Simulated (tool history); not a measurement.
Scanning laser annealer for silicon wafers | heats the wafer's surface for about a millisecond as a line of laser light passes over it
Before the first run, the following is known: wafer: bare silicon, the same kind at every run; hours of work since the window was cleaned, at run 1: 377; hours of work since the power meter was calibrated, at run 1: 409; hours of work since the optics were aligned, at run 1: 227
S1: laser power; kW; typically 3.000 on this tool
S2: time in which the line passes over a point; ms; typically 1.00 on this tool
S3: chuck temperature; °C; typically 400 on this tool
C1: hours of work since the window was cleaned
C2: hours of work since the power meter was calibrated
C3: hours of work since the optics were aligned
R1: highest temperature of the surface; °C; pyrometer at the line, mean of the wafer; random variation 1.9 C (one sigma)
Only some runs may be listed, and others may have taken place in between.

Run 1, hour 0.0: usual settings; C1 377; C2 409; C3 227. Result: R1 1154 °C.
Run 2, hour 23.6: usual settings; C1 386; C2 419; C3 236. Result: R1 1157 °C.
Run 3, hour 66.9: usual settings but S3 407 °C; C1 404; C2 437; C3 254. Result: R1 1156 °C.
Run 4, hour 115.2: usual settings; C1 424; C2 457; C3 274. Result: R1 1150 °C.
At hour 153.7: window over the wafer cleaned.
Run 5, hour 153.7: usual settings but S2 0.97 ms; C1 0; C2 471; C3 289. Result: R1 1129 °C.
Run 6, hour 196.7: usual settings but S2 0.97 ms; C1 18; C2 489; C3 307. Result: R1 1130 °C.
Run 7, hour 241.0: usual settings but S2 0.97 ms; C1 36; C2 507; C3 325. Result: R1 1129 °C.
Run 8, hour 266.1: usual settings; C1 46; C2 518; C3 335. Result: R1 1144 °C.
Run 9, hour 292.0: usual settings; C1 57; C2 528; C3 345. Result: R1 1140 °C.
Run 10, hour 340.2: usual settings; C1 76; C2 548; C3 365. Result: R1 1139 °C.
Run 11, hour 384.6: usual settings; C1 95; C2 566; C3 383. Result: R1 1135 °C.
At hour 392.1: window over the wafer cleaned, once more.
Run 12, hour 413.1: usual settings but S1 2.631 kW, S2 1.25 ms, S3 362 °C; C1 9; C2 577; C3 394. Result: R1 1093 °C.
Run 13, hour 451.5: usual settings but S1 2.631 kW, S2 1.25 ms, S3 362 °C; C1 24; C2 593; C3 410. Result: R1 1094 °C.
Run 14, hour 476.2: usual settings but S1 2.631 kW, S2 1.25 ms, S3 402 °C; C1 34; C2 603; C3 420. Result: R1 1134 °C.
Run 15, hour 521.4: usual settings but S1 3.038 kW, S2 0.84 ms, S3 372 °C; C1 53; C2 621; C3 439. Result: R1 1093 °C.
Run 16, hour 556.4: usual settings but S2 1.25 ms, S3 363 °C; C1 67; C2 636; C3 453. Result: R1 1223 °C.
Run 17, hour 599.1: usual settings but S2 1.25 ms, S3 363 °C; C1 85; C2 653; C3 470. Result: R1 1223 °C.
Run 18, hour 640.6: usual settings but S1 3.227 kW, S2 0.98 ms, S3 423 °C; C1 102; C2 670; C3 487. Result: R1 1255 °C.

Branching from run 18: 3 alternative next runs. What would each branch give?
Run A, hour 687.7: usual settings but S1 2.749 kW, S2 0.84 ms, S3 412 °C; C1 121; C2 689; C3 507. Result: R1 ?.
Run B, hour 687.7: usual settings but S1 2.875 kW, S2 0.86 ms, S3 371 °C; C1 121; C2 689; C3 507. Result: R1 ?.
Run C, hour 687.7: usual settings but S1 3.227 kW, S2 1.05 ms, S3 423 °C; C1 121; C2 689; C3 507. Result: R1 ?.

run    R1
  A  1043
  B  1043
  C  1287
Without the tool's hidden state the same runs would have given:
run    R1
  A  1052
  B  1053
  C  1300
